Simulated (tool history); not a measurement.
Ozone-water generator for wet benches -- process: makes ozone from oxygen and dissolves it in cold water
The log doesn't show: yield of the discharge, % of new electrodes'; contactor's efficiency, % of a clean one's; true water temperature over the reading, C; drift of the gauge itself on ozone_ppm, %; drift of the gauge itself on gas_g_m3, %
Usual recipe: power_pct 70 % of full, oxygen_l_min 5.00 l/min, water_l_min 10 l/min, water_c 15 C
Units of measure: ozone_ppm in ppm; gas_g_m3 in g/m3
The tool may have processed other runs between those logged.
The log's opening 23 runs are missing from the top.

run	hour	power_pct	oxygen_l_min	water_l_min	water_c	hours of work since the electrodes were changed	hours of work since the contactor was cleaned	hours of work since the thermometer was calibrated	ozone_ppm	gas_g_m3
24	1065.3	78	2.95	8	9	1054	4904	1780	55.7	332.4
25	1108.6	85	2.95	8	9	1091	4940	1817	58.3	351.6
26	1152.7	85	4.76	8	8	1128	4978	1854	54.9	258.5
27	1193.6	45	3.99	10	15	1162	5012	1888	27.4	185.9
28	1227.4	45	3.99	10	15	1191	5041	1917	27.3	185.2
29	1274.6	45	3.99	10	15	1231	5081	1957	27.2	185.9
30	1312.9	69	5.38	9	7	1263	5113	1989	43.1	203.5
31	1351.4	80	2.68	11	15	1296	5146	2022	39.1	356.1
32	1381.2	68	5.00	9	20	1321	5171	2047	33.5	211.3

Forecast each of these 4 alternatives for the next run:
A	1426.0	70	5.37	8	9	1359	5209	2085	?	?
B	1426.0	83	5.00	9	8	1359	5209	2085	?	?
C	1426.0	74	5.00	7	18	1359	5209	2085	?	?
D	1426.0	70	2.79	10	10	1359	5209	2085	?	?

run	ozone_ppm	gas_g_m3
A	45.3	206.8
B	47.9	243.0
C	43.4	225.2
D	41.6	314.3
Take away the tool's hidden state, keep each run's random variation, and the runs would have read:
run	ozone_ppm	gas_g_m3
A	47.5	211.1
B	50.4	248.8
C	45.4	230.1
D	43.8	320.9
